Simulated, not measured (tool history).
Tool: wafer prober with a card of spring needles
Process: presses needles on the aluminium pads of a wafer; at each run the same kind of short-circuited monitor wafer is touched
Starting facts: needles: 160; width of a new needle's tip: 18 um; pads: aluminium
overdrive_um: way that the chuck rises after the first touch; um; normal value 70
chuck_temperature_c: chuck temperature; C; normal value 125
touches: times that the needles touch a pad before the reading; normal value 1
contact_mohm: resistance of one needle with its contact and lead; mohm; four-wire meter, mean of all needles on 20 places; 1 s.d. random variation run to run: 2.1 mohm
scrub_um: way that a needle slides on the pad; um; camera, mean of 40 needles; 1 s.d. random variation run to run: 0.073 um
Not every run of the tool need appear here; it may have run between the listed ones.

run	day	overdrive_um	chuck_temperature_c	touches	contact_mohm	scrub_um
1	0.000	70	125	1	229	17.90
# day 0.283: tips cleaned on abrasive film
# day 0.662: tips cleaned on abrasive film
# day 1.138: tips cleaned on abrasive film
# day 1.517: tips cleaned on abrasive film
2	1.875	70	125	1	230	18.12
# day 1.975: tips cleaned on abrasive film
# day 2.354: tips cleaned on abrasive film
# day 2.825: tips cleaned on abrasive film
# day 3.204: tips cleaned on abrasive film
# day 3.679: tips cleaned on abrasive film
3	4.033	70	125	1	231	17.96
# day 4.133: tips cleaned on abrasive film
# day 4.512: tips cleaned on abrasive film
# day 4.892: tips cleaned on abrasive film
# day 5.271: tips cleaned on abrasive film
# day 5.742: tips cleaned on abrasive film
# day 6.121: tips cleaned on abrasive film
4	6.300	70	125	1	231	17.99
# day 6.583: tips cleaned on abrasive film
# day 7.058: tips cleaned on abrasive film
# day 7.438: tips cleaned on abrasive film
# day 7.908: tips cleaned on abrasive film
# day 8.288: tips cleaned on abrasive film
# day 8.758: tips cleaned on abrasive film
# day 9.138: tips cleaned on abrasive film
# day 9.517: tips cleaned on abrasive film
# day 9.992: tips cleaned on abrasive film
5	10.042	62	125	1	228	15.84
# day 10.417: tips cleaned on abrasive film
# day 10.796: tips cleaned on abrasive film
# day 11.271: tips cleaned on abrasive film
# day 11.742: tips cleaned on abrasive film
# day 12.121: tips cleaned on abrasive film
# day 12.500: tips cleaned on abrasive film
# day 12.888: height of the first contact set anew
# day 12.988: tips cleaned on abrasive film
6	13.125	70	125	1	232	17.86
# day 13.412: tips cleaned on abrasive film
# day 13.788: tips cleaned on abrasive film
# day 14.262: tips cleaned on abrasive film
# day 14.642: tips cleaned on abrasive film
# day 15.112: tips cleaned on abrasive film
# day 15.492: tips cleaned on abrasive film
# day 15.871: tips cleaned on abrasive film
7	15.933	70	125	1	230	18.07
# day 16.312: tips cleaned on abrasive film
# day 16.788: tips cleaned on abrasive film
# day 17.167: tips cleaned on abrasive film
# day 17.638: tips cleaned on abrasive film
8	17.833	70	125	1	226	17.78
# day 18.025: tips cleaned on abrasive film
# day 18.400: tips cleaned on abrasive film
# day 18.875: tips cleaned on abrasive film
# day 19.346: tips cleaned on abrasive film
# day 19.821: tips cleaned on abrasive film
# day 20.292: tips cleaned on abrasive film
# day 20.767: tips cleaned on abrasive film
9	21.054	70	125	2	227	17.79
# day 21.154: tips cleaned on abrasive film
# day 21.533: tips cleaned on abrasive film
# day 21.912: tips cleaned on abrasive film
# day 22.383: tips cleaned on abrasive film
# day 22.762: tips cleaned on abrasive film
# day 23.233: tips cleaned on abrasive film
# day 23.708: tips cleaned on abrasive film
# day 24.088: tips cleaned on abrasive film
# day 24.467: tips cleaned on abrasive film
10	24.592	70	125	2	228	17.89
# day 24.879: tips cleaned on abrasive film
# day 25.258: tips cleaned on abrasive film
# day 25.638: tips cleaned on abrasive film
# day 26.108: tips cleaned on abrasive film
# day 26.579: tips cleaned on abrasive film
# day 26.958: tips cleaned on abrasive film
# day 27.433: tips cleaned on abrasive film
# day 27.812: tips cleaned on abrasive film
# day 28.192: tips cleaned on abrasive film
11	28.438	70	125	2	233	17.67
# day 28.629: tips cleaned on abrasive film
# day 29.008: tips cleaned on abrasive film
# day 29.483: tips cleaned on abrasive film
# day 29.954: tips cleaned on abrasive film
12	30.188	58	58	3	216	14.70
# day 30.379: tips cleaned on abrasive film
# day 30.758: tips cleaned on abrasive film
# day 31.233: tips cleaned on abrasive film
# day 31.704: tips cleaned on abrasive film
# day 32.175: tips cleaned on abrasive film
# day 32.554: tips cleaned on abrasive film
# day 33.029: tips cleaned on abrasive film
13	33.379	58	58	3	220	14.61
# day 33.475: tips cleaned on abrasive film
# day 33.854: tips cleaned on abrasive film
# day 34.233: tips cleaned on abrasive film
# day 34.708: tips cleaned on abrasive film
# day 35.179: tips cleaned on abrasive film
# day 35.558: tips cleaned on abrasive film
14	35.638	58	26	3	210	14.51
# day 36.017: tips cleaned on abrasive film
# day 36.396: tips cleaned on abrasive film
# day 36.867: tips cleaned on abrasive film
# day 37.246: tips cleaned on abrasive film
# day 37.721: tips cleaned on abrasive film
15	38.033	71	28	1	205	17.82
# day 38.129: tips cleaned on abrasive film
# day 38.604: tips cleaned on abrasive film
# day 38.983: tips cleaned on abrasive film
# day 39.454: tips cleaned on abrasive film
# day 39.833: tips cleaned on abrasive film
# day 40.304: tips cleaned on abrasive film
# day 40.779: tips cleaned on abrasive film
# day 41.071: height of the first contact set anew
16	41.083	71	28	1	208	17.82

Consider 3 possible next runs. They are alternatives, not a sequence: every one starts from the tool as it was left by run 16. What does each give?
# day 41.183: tips cleaned on abrasive film
# day 41.654: tips cleaned on abrasive film
# day 42.033: tips cleaned on abrasive film
# day 42.412: tips cleaned on abrasive film
# day 42.888: tips cleaned on abrasive film
# day 43.262: tips cleaned on abrasive film
# day 43.642: tips cleaned on abrasive film
# day 44.021: tips cleaned on abrasive film
# day 44.496: tips cleaned on abrasive film
A	44.738	53	125	2	?	?
# day 41.183: tips cleaned on abrasive film
# day 41.654: tips cleaned on abrasive film
# day 42.033: tips cleaned on abrasive film
# day 42.412: tips cleaned on abrasive film
# day 42.888: tips cleaned on abrasive film
# day 43.262: tips cleaned on abrasive film
# day 43.642: tips cleaned on abrasive film
# day 44.021: tips cleaned on abrasive film
# day 44.496: tips cleaned on abrasive film
B	44.738	51	56	2	?	?
# day 41.183: tips cleaned on abrasive film
# day 41.654: tips cleaned on abrasive film
# day 42.033: tips cleaned on abrasive film
# day 42.412: tips cleaned on abrasive film
# day 42.888: tips cleaned on abrasive film
# day 43.262: tips cleaned on abrasive film
# day 43.642: tips cleaned on abrasive film
# day 44.021: tips cleaned on abrasive film
# day 44.496: tips cleaned on abrasive film
C	44.738	71	28	2	?	?

run	contact_mohm	scrub_um
A	230	13.24
B	222	12.72
C	209	17.79
Stripped of hidden state, with their random variation kept, the same runs would have yielded:
run	contact_mohm	scrub_um
A	230	13.59
B	222	13.05
C	209	18.25
